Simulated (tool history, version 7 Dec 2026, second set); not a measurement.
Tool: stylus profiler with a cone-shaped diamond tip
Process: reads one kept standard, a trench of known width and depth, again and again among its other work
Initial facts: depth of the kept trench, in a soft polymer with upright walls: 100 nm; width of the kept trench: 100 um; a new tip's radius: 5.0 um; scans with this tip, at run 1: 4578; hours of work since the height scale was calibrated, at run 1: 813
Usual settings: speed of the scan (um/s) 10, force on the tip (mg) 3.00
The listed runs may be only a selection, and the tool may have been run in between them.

run    hour  speed of the scan (um/s)  force on the tip (mg)  scans with this tip  hours of work since the height scale was calibrated  depth of the trench (nm)  width of the trench's floor (nm)
  1     0.0                        10                   3.00                 4578                                                  813                    101.22                             97770
  2    60.7                        10                   3.00                 4820                                                  856                    101.13                             97770
  3    97.5                        10                   3.00                 4966                                                  881                    101.07                             97790
  4   144.0                        10                   3.00                 5151                                                  914                    101.17                             97720
  5   200.2                        10                   3.00                 5374                                                  954                    101.29                             97800
  6   256.9                        10                   3.00                 5599                                                  994                    101.26                             97770
  7   333.2                        10                   3.00                 5902                                                 1048                    101.46                             97720
  8   411.5                        10                   3.00                 6213                                                 1103                    101.26                             97720
  9   463.8                        10                   7.56                 6421                                                 1140                    101.89                             97720
 10   497.9                        10                   7.56                 6557                                                 1164                    101.82                             97760
 11   554.9                        10                   7.56                 6783                                                 1204                    101.99                             97720
 12   609.1                        10                   7.56                 6999                                                 1242                    101.94                             97740
 13   687.9                        10                   3.00                 7312                                                 1298                    101.35                             97720
 14   745.9                        10                   3.00                 7542                                                 1339                    101.51                             97710
 15   813.4                        10                   1.99                 7810                                                 1386                    101.12                             97700
 16   869.4                        10                   1.99                 8033                                                 1426                    101.36                             97620
 17   920.4                        10                   3.00                 8235                                                 1462                    101.50                             97630
 18   972.8                        10                   3.00                 8444                                                 1499                    101.30                             97620
 19  1026.7                        10                   3.00                 8658                                                 1537                    101.47                             97660
 20  1094.2                        10                   3.00                 8926                                                 1585                    101.41                             97630
 21  1129.4                        10                   7.93                 9066                                                 1609                    102.26                             97600
 22  1172.3                         3                   3.99                 9236                                                 1640                    101.50                             97660
 23  1221.3                        10                   5.27                 9431                                                 1674                    101.91                             97620
 24  1256.5                        19                   1.05                 9571                                                 1699                    101.25                             97500
     1312.2  -- height scale calibrated on a step standard
 25  1312.9                         5                   4.82                 9793                                                    1                    100.93                             97600
 26  1354.2                         3                   1.74                 9957                                                   30                    100.45                             97620
 27  1392.2                        37                   2.73                10108                                                   56                    100.86                             97460
 28  1430.7                         5                   2.68                10261                                                   84                    100.74                             97620
 29  1468.3                        16                   1.74                10411                                                  110                    100.64                             97540
 30  1527.9                        16                   1.74                10647                                                  152                    100.44                             97480
 31  1579.9                        16                   1.74                10854                                                  189                    100.70                             97470
 32  1629.8                        29                   4.27                11053                                                  224                    101.02                             97490
 33  1691.3                        29                   4.27                11297                                                  267                    101.06                             97490
 34  1739.2                        29                   4.27                11487                                                  301                    101.12                             97450
 35  1799.4                        10                   2.52                11726                                                  344                    100.78                             97520
 36  1846.8                        10                   2.52                11915                                                  377                    100.79                             97470
 37  1915.5                        12                   2.85                12188                                                  426                    100.75                             97550
 38  1991.4                        12                   3.61                12489                                                  479                    101.04                             97510
 39  2040.5                        12                   3.61                12684                                                  514                    100.78                             97430
 40  2111.3                        12                   3.61                12966                                                  564                    101.04                             97460
 41  2182.4                        36                   5.92                13248                                                  614                    101.19                             97400
 42  2220.6                        36                   5.92                13400                                                  641                    101.49                             97410

Here are 3 independent what-if runs from the current tool condition. What would each one return?
  A  2286.4                         3                   3.85                13661                                                  687                         ?                                 ?
  B  2286.4                         4                   4.11                13661                                                  687                         ?                                 ?
  C  2286.4                         8                   3.80                13661                                                  687                         ?                                 ?

run  depth of the trench (nm)  width of the trench's floor (nm)
  A                    101.04                             97430
  B                    101.10                             97450
  C                    101.15                             97400
Had the tool no hidden state, the same runs would have come out as:
run  depth of the trench (nm)  width of the trench's floor (nm)
  A                    100.78                             97940
  B                    100.83                             97970
  C                    100.88                             97920
